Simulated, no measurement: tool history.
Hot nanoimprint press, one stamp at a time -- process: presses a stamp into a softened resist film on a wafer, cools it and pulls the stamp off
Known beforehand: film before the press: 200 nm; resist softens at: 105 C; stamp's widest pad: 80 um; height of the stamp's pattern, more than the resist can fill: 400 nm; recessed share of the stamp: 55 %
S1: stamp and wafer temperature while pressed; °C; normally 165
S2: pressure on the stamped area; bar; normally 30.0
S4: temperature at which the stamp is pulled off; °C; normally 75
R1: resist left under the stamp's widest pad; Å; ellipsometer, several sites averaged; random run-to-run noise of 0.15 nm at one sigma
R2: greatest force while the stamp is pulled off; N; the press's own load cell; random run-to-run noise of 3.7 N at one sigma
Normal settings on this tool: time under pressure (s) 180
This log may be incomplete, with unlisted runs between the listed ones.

run 1 hour=0.0 | S1=165 S2=30.0 time_under_pressure_(s)=180 S4=75 | R1=845 R2=180
-- hour=46.4 plate thermocouple calibrated
run 2 hour=67.3 | S1=165 S2=30.0 time_under_pressure_(s)=180 S4=75 | R1=846 R2=172
-- hour=78.1 stamp cleaned and given a new release coat
run 3 hour=107.4 | S1=165 S2=30.0 time_under_pressure_(s)=180 S4=75 | R1=848 R2=178
run 4 hour=162.8 | S1=165 S2=30.0 time_under_pressure_(s)=180 S4=75 | R1=847 R2=187
run 5 hour=219.5 | S1=165 S2=30.0 time_under_pressure_(s)=180 S4=75 | R1=850 R2=174
run 6 hour=252.0 | S1=165 S2=30.0 time_under_pressure_(s)=180 S4=75 | R1=850 R2=175
run 7 hour=291.7 | S1=165 S2=30.0 time_under_pressure_(s)=306 S4=75 | R1=706 R2=180
run 8 hour=319.0 | S1=165 S2=30.0 time_under_pressure_(s)=180 S4=75 | R1=851 R2=177
run 9 hour=373.2 | S1=165 S2=30.0 time_under_pressure_(s)=180 S4=75 | R1=853 R2=178
run 10 hour=430.1 | S1=165 S2=30.0 time_under_pressure_(s)=180 S4=75 | R1=852 R2=179
run 11 hour=467.6 | S1=165 S2=30.0 time_under_pressure_(s)=180 S4=75 | R1=853 R2=183
run 12 hour=509.0 | S1=165 S2=30.0 time_under_pressure_(s)=180 S4=75 | R1=854 R2=177
-- hour=551.0 plate thermocouple calibrated
run 13 hour=558.0 | S1=165 S2=30.0 time_under_pressure_(s)=146 S4=75 | R1=920 R2=179
run 14 hour=584.9 | S1=165 S2=30.0 time_under_pressure_(s)=146 S4=75 | R1=920 R2=191
-- hour=605.9 stamp cleaned and given a new release coat
run 15 hour=623.7 | S1=165 S2=30.0 time_under_pressure_(s)=146 S4=70 | R1=923 R2=200
run 16 hour=680.2 | S1=165 S2=30.0 time_under_pressure_(s)=146 S4=63 | R1=920 R2=224
run 17 hour=709.8 | S1=165 S2=30.0 time_under_pressure_(s)=146 S4=63 | R1=921 R2=233
run 18 hour=762.7 | S1=165 S2=30.0 time_under_pressure_(s)=146 S4=63 | R1=921 R2=231
run 19 hour=826.9 | S1=165 S2=30.0 time_under_pressure_(s)=146 S4=65 | R1=922 R2=226
run 20 hour=870.5 | S1=158 S2=23.9 time_under_pressure_(s)=195 S4=75 | R1=1260 R2=182
run 21 hour=933.3 | S1=172 S2=27.0 time_under_pressure_(s)=94 S4=75 | R1=849 R2=177
run 22 hour=965.1 | S1=172 S2=19.6 time_under_pressure_(s)=126 S4=77 | R1=912 R2=163
run 23 hour=1006.2 | S1=172 S2=32.8 time_under_pressure_(s)=121 S4=77 | R1=699 R2=173
run 24 hour=1051.2 | S1=172 S2=32.8 time_under_pressure_(s)=121 S4=77 | R1=699 R2=174
-- hour=1060.4 plate thermocouple calibrated
run 25 hour=1103.9 | S1=172 S2=32.8 time_under_pressure_(s)=121 S4=77 | R1=701 R2=177
-- hour=1125.4 gauge calibrated
-- hour=1135.2 stamp cleaned and given a new release coat
run 26 hour=1136.7 | S1=172 S2=24.2 time_under_pressure_(s)=134 S4=77 | R1=779 R2=166
run 27 hour=1188.4 | S1=172 S2=24.2 time_under_pressure_(s)=264 S4=71 | R1=609 R2=195
run 28 hour=1237.5 | S1=176 S2=20.9 time_under_pressure_(s)=264 S4=71 | R1=560 R2=200
run 29 hour=1264.4 | S1=176 S2=20.9 time_under_pressure_(s)=264 S4=71 | R1=560 R2=195

What if the next run were any one of these 5? Each begins from the tool's condition after run 29:
run A hour=1313.9 | S1=164 S2=30.0 time_under_pressure_(s)=180 S4=75 | R1=? R2=?
run B hour=1313.9 | S1=176 S2=32.4 time_under_pressure_(s)=264 S4=71 | R1=? R2=?
run C hour=1313.9 | S1=176 S2=20.9 time_under_pressure_(s)=273 S4=66 | R1=? R2=?
run D hour=1313.9 | S1=176 S2=20.9 time_under_pressure_(s)=264 S4=61 | R1=? R2=?
run E hour=1313.9 | S1=165 S2=30.0 time_under_pressure_(s)=180 S4=77 | R1=? R2=?

run=A R1=892 R2=181
run=B R1=433 R2=196
run=C R1=554 R2=218
run=D R1=559 R2=243
run=E R1=849 R2=171
With no hidden state in the tool, these same runs would have given:
run=A R1=889 R2=180
run=B R1=431 R2=195
run=C R1=552 R2=218
run=D R1=557 R2=243
run=E R1=846 R2=171
